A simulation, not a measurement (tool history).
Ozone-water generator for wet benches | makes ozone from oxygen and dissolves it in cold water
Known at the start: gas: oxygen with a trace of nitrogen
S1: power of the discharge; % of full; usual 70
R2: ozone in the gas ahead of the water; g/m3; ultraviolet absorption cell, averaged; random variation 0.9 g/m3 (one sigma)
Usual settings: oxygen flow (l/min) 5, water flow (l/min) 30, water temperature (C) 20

run 1 hour=0 | S1=70 oxygen_flow_(l/min)=5 water_flow_(l/min)=30 water_temperature_(C)=20 | dissolved_ozone_(ppm)=11.8 R2=136.1
run 2 hour=137.5 | S1=70 oxygen_flow_(l/min)=5 water_flow_(l/min)=30 water_temperature_(C)=20 | dissolved_ozone_(ppm)=11.9 R2=133.5
run 3 hour=275.3 | S1=70 oxygen_flow_(l/min)=5 water_flow_(l/min)=30 water_temperature_(C)=20 | dissolved_ozone_(ppm)=11.7 R2=136.3
run 4 hour=416.7 | S1=70 oxygen_flow_(l/min)=5 water_flow_(l/min)=30 water_temperature_(C)=20 | dissolved_ozone_(ppm)=11.5 R2=133.5
run 5 hour=553 | S1=70 oxygen_flow_(l/min)=5 water_flow_(l/min)=30 water_temperature_(C)=20 | dissolved_ozone_(ppm)=11.6 R2=133.8
run 6 hour=631.4 | S1=70 oxygen_flow_(l/min)=5 water_flow_(l/min)=30 water_temperature_(C)=20 | dissolved_ozone_(ppm)=11.6 R2=135
run 7 hour=743.1 | S1=70 oxygen_flow_(l/min)=5 water_flow_(l/min)=30 water_temperature_(C)=20 | dissolved_ozone_(ppm)=11.7 R2=134
-- hour=787.3 water thermometer calibrated
run 8 hour=876.7 | S1=70 oxygen_flow_(l/min)=5 water_flow_(l/min)=30 water_temperature_(C)=20 | dissolved_ozone_(ppm)=11.5 R2=133.5
run 9 hour=1036.3 | S1=70 oxygen_flow_(l/min)=2.56 water_flow_(l/min)=19 water_temperature_(C)=20 | dissolved_ozone_(ppm)=16.8 R2=209.8

Forecast run 10:
run 10 hour=1127.1 | S1=70 oxygen_flow_(l/min)=5 water_flow_(l/min)=29 water_temperature_(C)=20 | dissolved_ozone_(ppm)=? R2=?

dissolved ozone (ppm): 11.7
R2: 132 g/m3
Without the tool's hidden state the same run would have given dissolved ozone (ppm) 13.2, R2 148.7 g/m3.
